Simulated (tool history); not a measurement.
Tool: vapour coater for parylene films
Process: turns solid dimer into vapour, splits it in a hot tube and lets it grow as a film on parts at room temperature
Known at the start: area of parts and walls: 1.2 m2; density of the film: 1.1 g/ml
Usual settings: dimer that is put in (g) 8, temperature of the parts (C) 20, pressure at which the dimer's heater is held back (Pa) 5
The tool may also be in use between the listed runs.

run,hour,dimer that is put in (g),temperature of the parts (C),pressure at which the dimer's heater is held back (Pa),thickness of the film (um)
1,0,8,20,5,3.69
2,25,8,20,5,3.65
# hour 45: trap's valve overhauled
3,51.7,8,20,5,3.9
4,78.5,8,20,3.16,4.44
5,90.4,6,20,5,2.94
6,111,8,20,5,3.93
7,133.2,8,20,6.52,3.65
8,147.7,8,20,6.52,3.65
9,173.7,13,20,5,6.47
10,189.2,13,20,4.79,6.43
11,207.8,13,20,4.79,6.42
12,225.6,13,20,4.79,6.34
13,251.8,8,19,5,3.99
14,278,8,19,5,3.87
15,298.1,8,20,2.91,4.42
16,312.1,8,20,2.91,4.41
17,329.5,8,20,5,3.85
18,341.9,8,20,5,3.74
19,360.7,8,20,2.48,4.56
20,376.9,8,29,2.48,3.9
21,391.2,8,29,2.48,3.85
22,406.6,8,29,2.48,3.79
23,431.5,8,29,2.48,3.8
24,451.3,8,29,2.48,3.82
25,468.5,8,20,7.25,3.38
26,496.2,8,20,7.25,3.44
27,512,11,16,7.25,4.96
28,537.3,11,16,7.25,4.95
29,551.4,3,17,2.69,1.68
30,567,8,17,5,3.9
31,580,8,17,5,3.82
32,593.6,8,16,4.35,4.09
# hour 601.2: trap's valve overhauled
33,609.5,8,14,4.35,4.44
34,623.2,8,14,4.35,4.53
35,649.9,8,14,4.35,4.57
36,669.1,5,14,2.55,3.3
37,682.6,5,14,2.55,3.25
38,709.1,5,14,2.55,3.19
39,730.4,11,25,5,4.97
40,752.8,8,14,3.02,4.92
41,768.4,3,21,11.59,1.18
42,789.3,3,21,11.59,1.19
43,803.6,11,13,5.21,5.88
44,827.2,8,19,5.3,3.85
45,839.4,3,15,5.38,1.51

Some steps in thickness of the film (um) between neighbouring runs. How much of each would the tool show without its hidden state too (settings, what came in, random variation), and how much is left for the hidden state, with any gauge scatter that isn't in both results?
The hidden state here: vapour lost through the trap's worn valve, %; true temperature of the parts over the reading, C; drift of the gauge itself on film_um, %.
Run 2 -> 3: trap's valve overhauled. thickness of the film (um) +0.25: hidden state +0.34, all else -0.09.
Run 28 -> 29: dimer that is put in (g) 11 -> 3, temperature of the parts (C) 16 -> 17, pressure at which the dimer's heater is held back (Pa) 7.25 -> 2.69. thickness of the film (um) -3.27: hidden state +0.28, all else -3.55.
Run 32 -> 33: temperature of the parts (C) 16 -> 14, trap's valve overhauled. thickness of the film (um) +0.35: hidden state +0.36, all else -0.01.
Run 40 -> 41: dimer that is put in (g) 8 -> 3, temperature of the parts (C) 14 -> 21, pressure at which the dimer's heater is held back (Pa) 3.02 -> 11.59. thickness of the film (um) -3.74: hidden state +0.11, all else -3.85.
Run 42 -> 43: dimer that is put in (g) 3 -> 11, temperature of the parts (C) 21 -> 13, pressure at which the dimer's heater is held back (Pa) 11.59 -> 5.21. thickness of the film (um) +4.69: hidden state -0.18, all else +4.87.
